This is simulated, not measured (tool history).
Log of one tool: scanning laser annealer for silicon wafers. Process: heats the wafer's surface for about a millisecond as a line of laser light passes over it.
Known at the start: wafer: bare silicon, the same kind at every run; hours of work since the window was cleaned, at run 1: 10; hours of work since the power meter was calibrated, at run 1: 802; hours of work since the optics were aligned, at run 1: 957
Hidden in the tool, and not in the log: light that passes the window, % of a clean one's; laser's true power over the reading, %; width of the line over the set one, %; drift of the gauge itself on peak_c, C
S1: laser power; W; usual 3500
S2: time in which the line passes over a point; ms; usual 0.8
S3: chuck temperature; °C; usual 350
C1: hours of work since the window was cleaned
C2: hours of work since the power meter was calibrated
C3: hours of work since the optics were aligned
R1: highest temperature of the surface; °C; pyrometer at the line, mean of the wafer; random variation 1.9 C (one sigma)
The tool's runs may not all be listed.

run     day    S1     S2   S3   C1    C2    C3    R1
  1       0  3500    0.8  350   10   802   957  1156
  2     0.9  3500    0.8  350   25   817   972  1151
  3   1.671  3500    0.8  350   38   830   985  1157
  4   2.754  3500    0.8  326   56   848  1003  1127
  5     3.6  3500    0.8  326   70   862  1017  1128
  6   4.383  3500    0.8  326   83   875  1030  1128
  7   5.538  3500    0.8  388  102   894  1049  1190
  8   6.292  3500    0.8  388  115   907  1062  1190
  9   7.067  3500  0.607  350  128   920  1075  1057
 10   7.767  3657    0.8  350  139   931  1086  1190
 11   8.304  3327    0.8  350  148   940  1095  1103
 12   9.554  3500    0.8  385  169   961  1116  1180
     10.912  -- optics aligned, line set to its width
 13  10.912  3500    0.8  385  188   980     0  1196
 14  11.917  3500    0.8  385  205   997    17  1198
 15  12.904  3500    0.8  350  221  1013    33  1158
 16  13.558  3500    0.8  350  232  1024    44  1159
     13.783  -- laser's power meter calibrated
 17  14.754  3500    0.8  350  250    16    62  1155
 18  15.542  3500    0.8  350  263    29    75  1159
 19  16.379  3500    0.8  350  277    43    89  1157
 20  17.171  3500    0.8  350  290    56   102  1153
 21  18.121  3500    0.8  350  306    72   118  1151
 22      19  3500    0.8  350  320    87   132  1153
 23  20.154  3033    0.8  350  340   106   151  1028
     20.929  -- laser's power meter calibrated, once more
 24  21.067  3500    0.8  362  353     2   165  1163
 25  21.642  3500    0.8  316  362    12   174  1118
 26  22.788  3500    0.8  316  381    31   193  1119
 27  23.858  3080   0.72  350  399    49   211  1010

The next listed run, before its measurement:
 28  24.462  3763  0.727  331  409  59  221   ?

R1: 1164 °C
Without the tool's hidden state the same run would have given R1 1188 °C.
